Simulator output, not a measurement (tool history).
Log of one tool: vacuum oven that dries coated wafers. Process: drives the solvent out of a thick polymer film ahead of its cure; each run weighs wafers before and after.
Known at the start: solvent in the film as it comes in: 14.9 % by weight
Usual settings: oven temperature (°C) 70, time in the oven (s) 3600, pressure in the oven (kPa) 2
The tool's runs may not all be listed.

run 1 hour=0 | oven_temperature_(°C)=70 time_in_the_oven_(s)=3600 pressure_in_the_oven_(kPa)=2 | solvent_left_in_the_film_(%)=2.082
run 2 hour=10.6 | oven_temperature_(°C)=70 time_in_the_oven_(s)=3600 pressure_in_the_oven_(kPa)=2 | solvent_left_in_the_film_(%)=2.091
run 3 hour=17.8 | oven_temperature_(°C)=70 time_in_the_oven_(s)=3600 pressure_in_the_oven_(kPa)=2 | solvent_left_in_the_film_(%)=2.087
run 4 hour=33.2 | oven_temperature_(°C)=55 time_in_the_oven_(s)=3600 pressure_in_the_oven_(kPa)=2 | solvent_left_in_the_film_(%)=5.374
run 5 hour=45.3 | oven_temperature_(°C)=55 time_in_the_oven_(s)=3600 pressure_in_the_oven_(kPa)=2 | solvent_left_in_the_film_(%)=5.364
run 6 hour=62 | oven_temperature_(°C)=55 time_in_the_oven_(s)=3600 pressure_in_the_oven_(kPa)=2 | solvent_left_in_the_film_(%)=5.374
run 7 hour=73.5 | oven_temperature_(°C)=58 time_in_the_oven_(s)=3600 pressure_in_the_oven_(kPa)=2 | solvent_left_in_the_film_(%)=4.618
run 8 hour=81.7 | oven_temperature_(°C)=58 time_in_the_oven_(s)=3600 pressure_in_the_oven_(kPa)=2 | solvent_left_in_the_film_(%)=4.611
run 9 hour=89 | oven_temperature_(°C)=58 time_in_the_oven_(s)=3600 pressure_in_the_oven_(kPa)=2 | solvent_left_in_the_film_(%)=4.624
run 10 hour=100.3 | oven_temperature_(°C)=70 time_in_the_oven_(s)=3600 pressure_in_the_oven_(kPa)=2 | solvent_left_in_the_film_(%)=2.075
run 11 hour=108.4 | oven_temperature_(°C)=70 time_in_the_oven_(s)=3600 pressure_in_the_oven_(kPa)=2 | solvent_left_in_the_film_(%)=2.084
run 12 hour=118.9 | oven_temperature_(°C)=70 time_in_the_oven_(s)=3600 pressure_in_the_oven_(kPa)=2 | solvent_left_in_the_film_(%)=2.086
run 13 hour=135.4 | oven_temperature_(°C)=70 time_in_the_oven_(s)=3600 pressure_in_the_oven_(kPa)=2 | solvent_left_in_the_film_(%)=2.089
run 14 hour=152.2 | oven_temperature_(°C)=70 time_in_the_oven_(s)=2580 pressure_in_the_oven_(kPa)=2 | solvent_left_in_the_film_(%)=3.17
run 15 hour=164.1 | oven_temperature_(°C)=70 time_in_the_oven_(s)=2580 pressure_in_the_oven_(kPa)=2 | solvent_left_in_the_film_(%)=3.171
run 16 hour=180 | oven_temperature_(°C)=70 time_in_the_oven_(s)=2580 pressure_in_the_oven_(kPa)=2 | solvent_left_in_the_film_(%)=3.169
run 17 hour=188.2 | oven_temperature_(°C)=70 time_in_the_oven_(s)=2580 pressure_in_the_oven_(kPa)=2 | solvent_left_in_the_film_(%)=3.175
run 18 hour=202.9 | oven_temperature_(°C)=70 time_in_the_oven_(s)=2580 pressure_in_the_oven_(kPa)=2 | solvent_left_in_the_film_(%)=3.169
run 19 hour=211.3 | oven_temperature_(°C)=70 time_in_the_oven_(s)=2580 pressure_in_the_oven_(kPa)=2 | solvent_left_in_the_film_(%)=3.176
run 20 hour=219.8 | oven_temperature_(°C)=55 time_in_the_oven_(s)=2580 pressure_in_the_oven_(kPa)=2 | solvent_left_in_the_film_(%)=6.693
run 21 hour=232 | oven_temperature_(°C)=66 time_in_the_oven_(s)=2280 pressure_in_the_oven_(kPa)=7.86 | solvent_left_in_the_film_(%)=6.688
run 22 hour=238.9 | oven_temperature_(°C)=66 time_in_the_oven_(s)=6300 pressure_in_the_oven_(kPa)=1.33 | solvent_left_in_the_film_(%)=1.115
run 23 hour=255.9 | oven_temperature_(°C)=66 time_in_the_oven_(s)=6300 pressure_in_the_oven_(kPa)=1.33 | solvent_left_in_the_film_(%)=1.128
run 24 hour=265.7 | oven_temperature_(°C)=70 time_in_the_oven_(s)=3600 pressure_in_the_oven_(kPa)=5.64 | solvent_left_in_the_film_(%)=3.46
run 25 hour=281.6 | oven_temperature_(°C)=70 time_in_the_oven_(s)=2760 pressure_in_the_oven_(kPa)=7.3 | solvent_left_in_the_film_(%)=4.815
run 26 hour=291.7 | oven_temperature_(°C)=70 time_in_the_oven_(s)=3600 pressure_in_the_oven_(kPa)=2.4 | solvent_left_in_the_film_(%)=2.234
run 27 hour=304.7 | oven_temperature_(°C)=70 time_in_the_oven_(s)=3600 pressure_in_the_oven_(kPa)=2.4 | solvent_left_in_the_film_(%)=2.235
run 28 hour=320.6 | oven_temperature_(°C)=68 time_in_the_oven_(s)=4200 pressure_in_the_oven_(kPa)=3.62 | solvent_left_in_the_film_(%)=2.666
run 29 hour=330.9 | oven_temperature_(°C)=70 time_in_the_oven_(s)=4500 pressure_in_the_oven_(kPa)=2.57 | solvent_left_in_the_film_(%)=1.783
run 30 hour=344.7 | oven_temperature_(°C)=80 time_in_the_oven_(s)=4920 pressure_in_the_oven_(kPa)=1.99 | solvent_left_in_the_film_(%)=0.641
run 31 hour=361 | oven_temperature_(°C)=75 time_in_the_oven_(s)=3180 pressure_in_the_oven_(kPa)=2 | solvent_left_in_the_film_(%)=1.636
run 32 hour=373.8 | oven_temperature_(°C)=75 time_in_the_oven_(s)=3180 pressure_in_the_oven_(kPa)=2 | solvent_left_in_the_film_(%)=1.654
run 33 hour=383.4 | oven_temperature_(°C)=75 time_in_the_oven_(s)=3180 pressure_in_the_oven_(kPa)=2 | solvent_left_in_the_film_(%)=1.658
run 34 hour=394.3 | oven_temperature_(°C)=58 time_in_the_oven_(s)=3180 pressure_in_the_oven_(kPa)=3.98 | solvent_left_in_the_film_(%)=6.118
run 35 hour=405 | oven_temperature_(°C)=73 time_in_the_oven_(s)=1980 pressure_in_the_oven_(kPa)=3.47 | solvent_left_in_the_film_(%)=3.995
run 36 hour=415.7 | oven_temperature_(°C)=82 time_in_the_oven_(s)=2760 pressure_in_the_oven_(kPa)=2 | solvent_left_in_the_film_(%)=1.132

Run 37 comes next. What will it give?
run 37 hour=429.6 | oven_temperature_(°C)=82 time_in_the_oven_(s)=2760 pressure_in_the_oven_(kPa)=2 | solvent_left_in_the_film_(%)=?

{"run 37": {"solvent left in the film (%)": 1.14}}
Without the tool's hidden state the same run would have given solvent left in the film (%) 1.141.
